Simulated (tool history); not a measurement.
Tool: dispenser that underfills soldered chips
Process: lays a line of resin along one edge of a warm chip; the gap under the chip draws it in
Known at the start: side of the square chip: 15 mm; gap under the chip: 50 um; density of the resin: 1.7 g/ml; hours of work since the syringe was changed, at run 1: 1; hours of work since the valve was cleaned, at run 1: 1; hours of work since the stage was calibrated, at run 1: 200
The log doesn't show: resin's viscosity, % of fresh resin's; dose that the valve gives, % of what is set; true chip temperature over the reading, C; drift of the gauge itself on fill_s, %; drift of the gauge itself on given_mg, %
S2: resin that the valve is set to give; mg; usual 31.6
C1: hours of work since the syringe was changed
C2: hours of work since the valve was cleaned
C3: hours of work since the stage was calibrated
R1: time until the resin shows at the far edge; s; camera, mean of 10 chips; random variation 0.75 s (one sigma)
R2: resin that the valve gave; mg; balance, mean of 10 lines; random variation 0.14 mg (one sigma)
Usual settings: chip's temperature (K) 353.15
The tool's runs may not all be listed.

{"run": 1, "hour": 0.0, "chip's temperature (K)": 353.15, "S2": 31.6, "C1": 1, "C2": 1, "C3": 200, "R1": 76.0, "R2": 31.64}
{"run": 2, "hour": 6.3, "chip's temperature (K)": 353.15, "S2": 31.6, "C1": 6, "C2": 6, "C3": 205, "R1": 90.3, "R2": 31.67}
{"hour": 10.3, "done": "new syringe of resin"}
{"run": 3, "hour": 14.3, "chip's temperature (K)": 363.15, "S2": 31.6, "C1": 3, "C2": 12, "C3": 211, "R1": 52.6, "R2": 31.33}
{"hour": 21.1, "done": "new syringe of resin"}
{"run": 4, "hour": 26.2, "chip's temperature (K)": 363.15, "S2": 31.6, "C1": 4, "C2": 21, "C3": 221, "R1": 53.2, "R2": 31.4}
{"hour": 32.3, "done": "new syringe of resin"}
{"run": 5, "hour": 36.3, "chip's temperature (K)": 363.15, "S2": 31.6, "C1": 3, "C2": 29, "C3": 228, "R1": 53.0, "R2": 31.22}
{"hour": 43.5, "done": "new syringe of resin"}
{"run": 6, "hour": 48.8, "chip's temperature (K)": 353.15, "S2": 31.6, "C1": 4, "C2": 38, "C3": 238, "R1": 83.2, "R2": 31.26}
{"hour": 54.8, "done": "new syringe of resin"}
{"run": 7, "hour": 55.9, "chip's temperature (K)": 353.15, "S2": 32.5, "C1": 1, "C2": 43, "C3": 243, "R1": 73.7, "R2": 32.17}
{"hour": 65.9, "done": "new syringe of resin"}
{"run": 8, "hour": 66.6, "chip's temperature (K)": 353.15, "S2": 32.5, "C1": 1, "C2": 52, "C3": 251, "R1": 75.2, "R2": 32.13}
{"run": 9, "hour": 72.2, "chip's temperature (K)": 353.15, "S2": 31.6, "C1": 5, "C2": 56, "C3": 256, "R1": 88.0, "R2": 30.77}
{"hour": 77.1, "done": "new syringe of resin"}
{"run": 10, "hour": 77.7, "chip's temperature (K)": 353.15, "S2": 31.6, "C1": 0, "C2": 60, "C3": 260, "R1": 73.1, "R2": 31.13}
{"run": 11, "hour": 87.1, "chip's temperature (K)": 353.15, "S2": 31.6, "C1": 8, "C2": 67, "C3": 267, "R1": 96.9, "R2": 30.77}
{"hour": 88.1, "done": "new syringe of resin"}
{"run": 12, "hour": 94.1, "chip's temperature (K)": 353.15, "S2": 31.6, "C1": 5, "C2": 73, "C3": 272, "R1": 87.8, "R2": 30.79}
{"hour": 99.0, "done": "new syringe of resin"}
{"run": 13, "hour": 105.6, "chip's temperature (K)": 353.15, "S2": 31.6, "C1": 5, "C2": 81, "C3": 281, "R1": 87.1, "R2": 30.69}
{"hour": 110.4, "done": "new syringe of resin"}
{"hour": 116.8, "done": "dispensing valve cleaned and set on the balance"}
{"run": 14, "hour": 119.1, "chip's temperature (K)": 353.15, "S2": 31.6, "C1": 6, "C2": 2, "C3": 291, "R1": 91.6, "R2": 31.46}
{"hour": 122.7, "done": "new syringe of resin"}
{"run": 15, "hour": 125.8, "chip's temperature (K)": 353.15, "S2": 31.6, "C1": 2, "C2": 7, "C3": 296, "R1": 79.6, "R2": 31.54}
{"hour": 133.8, "done": "new syringe of resin"}
{"run": 16, "hour": 135.3, "chip's temperature (K)": 353.15, "S2": 31.6, "C1": 1, "C2": 14, "C3": 303, "R1": 76.1, "R2": 31.4}
{"hour": 145.1, "done": "new syringe of resin"}
{"run": 17, "hour": 146.9, "chip's temperature (K)": 353.15, "S2": 34.4, "C1": 1, "C2": 23, "C3": 312, "R1": 77.0, "R2": 34.12}
{"run": 18, "hour": 152.9, "chip's temperature (K)": 349.15, "S2": 30.7, "C1": 6, "C2": 28, "C3": 316, "R1": 111.0, "R2": 30.07}
{"hour": 155.8, "done": "new syringe of resin"}
{"run": 19, "hour": 160.4, "chip's temperature (K)": 354.15, "S2": 36.3, "C1": 4, "C2": 33, "C3": 322, "R1": 80.5, "R2": 35.77}
{"hour": 167.4, "done": "new syringe of resin"}
{"run": 20, "hour": 170.4, "chip's temperature (K)": 354.15, "S2": 32.3, "C1": 2, "C2": 41, "C3": 330, "R1": 75.4, "R2": 31.88}
{"hour": 179.1, "done": "new syringe of resin"}
{"run": 21, "hour": 180.7, "chip's temperature (K)": 353.15, "S2": 34.7, "C1": 1, "C2": 49, "C3": 338, "R1": 76.8, "R2": 34.12}
{"run": 22, "hour": 188.8, "chip's temperature (K)": 353.15, "S2": 34.7, "C1": 8, "C2": 55, "C3": 344, "R1": 96.1, "R2": 33.8}
{"hour": 190.1, "done": "new syringe of resin"}
{"run": 23, "hour": 198.7, "chip's temperature (K)": 353.15, "S2": 34.7, "C1": 7, "C2": 62, "C3": 351, "R1": 95.6, "R2": 33.78}
{"hour": 201.9, "done": "new syringe of resin"}
{"run": 24, "hour": 209.4, "chip's temperature (K)": 353.15, "S2": 34.7, "C1": 6, "C2": 71, "C3": 360, "R1": 93.2, "R2": 33.96}
{"hour": 212.9, "done": "new syringe of resin"}
{"run": 25, "hour": 220.9, "chip's temperature (K)": 360.15, "S2": 35.0, "C1": 6, "C2": 79, "C3": 368, "R1": 69.4, "R2": 34.1}
{"hour": 223.8, "done": "new syringe of resin"}
{"run": 26, "hour": 228.9, "chip's temperature (K)": 360.15, "S2": 35.0, "C1": 4, "C2": 85, "C3": 374, "R1": 64.6, "R2": 33.97}
{"hour": 234.4, "done": "dispensing valve cleaned and set on the balance"}
{"hour": 236.5, "done": "new syringe of resin"}
{"run": 27, "hour": 237.0, "chip's temperature (K)": 363.15, "S2": 38.3, "C1": 0, "C2": 2, "C3": 380, "R1": 49.7, "R2": 38.35}
{"hour": 247.5, "done": "new syringe of resin"}
{"run": 28, "hour": 248.0, "chip's temperature (K)": 346.15, "S2": 31.4, "C1": 0, "C2": 10, "C3": 388, "R1": 103.6, "R2": 31.13}
{"run": 29, "hour": 253.5, "chip's temperature (K)": 343.15, "S2": 29.3, "C1": 5, "C2": 14, "C3": 392, "R1": 144.8, "R2": 29.14}
{"hour": 258.5, "done": "new syringe of resin"}
{"run": 30, "hour": 259.2, "chip's temperature (K)": 359.15, "S2": 30.2, "C1": 1, "C2": 19, "C3": 397, "R1": 59.5, "R2": 29.91}
{"run": 31, "hour": 265.4, "chip's temperature (K)": 358.15, "S2": 27.5, "C1": 5, "C2": 24, "C3": 401, "R1": 74.8, "R2": 27.27}
{"hour": 269.8, "done": "new syringe of resin"}
{"run": 32, "hour": 275.2, "chip's temperature (K)": 340.15, "S2": 37.8, "C1": 4, "C2": 31, "C3": 409, "R1": 159.5, "R2": 37.19}
{"hour": 280.8, "done": "new syringe of resin"}
{"run": 33, "hour": 282.2, "chip's temperature (K)": 358.15, "S2": 30.6, "C1": 1, "C2": 36, "C3": 414, "R1": 62.6, "R2": 30.3}
{"run": 34, "hour": 289.5, "chip's temperature (K)": 363.15, "S2": 37.1, "C1": 7, "C2": 42, "C3": 420, "R1": 61.6, "R2": 36.4}

Forecast each of these 3 alternatives for the next run:
{"hour": 292.5, "done": "new syringe of resin"}
{"run": "A", "hour": 297.0, "chip's temperature (K)": 351.15, "S2": 27.9, "C1": 4, "C2": 48, "C3": 426, "R1": "?", "R2": "?"}
{"hour": 292.5, "done": "new syringe of resin"}
{"run": "B", "hour": 297.0, "chip's temperature (K)": 360.15, "S2": 28.0, "C1": 4, "C2": 48, "C3": 426, "R1": "?", "R2": "?"}
{"hour": 292.5, "done": "new syringe of resin"}
{"run": "C", "hour": 297.0, "chip's temperature (K)": 340.15, "S2": 38.2, "C1": 4, "C2": 48, "C3": 426, "R1": "?", "R2": "?"}

run=A R1=95.2 R2=27.38
run=B R1=65.2 R2=27.43
run=C R1=156.7 R2=37.65
Without the tool's hidden state the same runs would have given:
run=A R1=74.8 R2=27.88
run=B R1=51.4 R2=27.93
run=C R1=122.6 R2=38.33
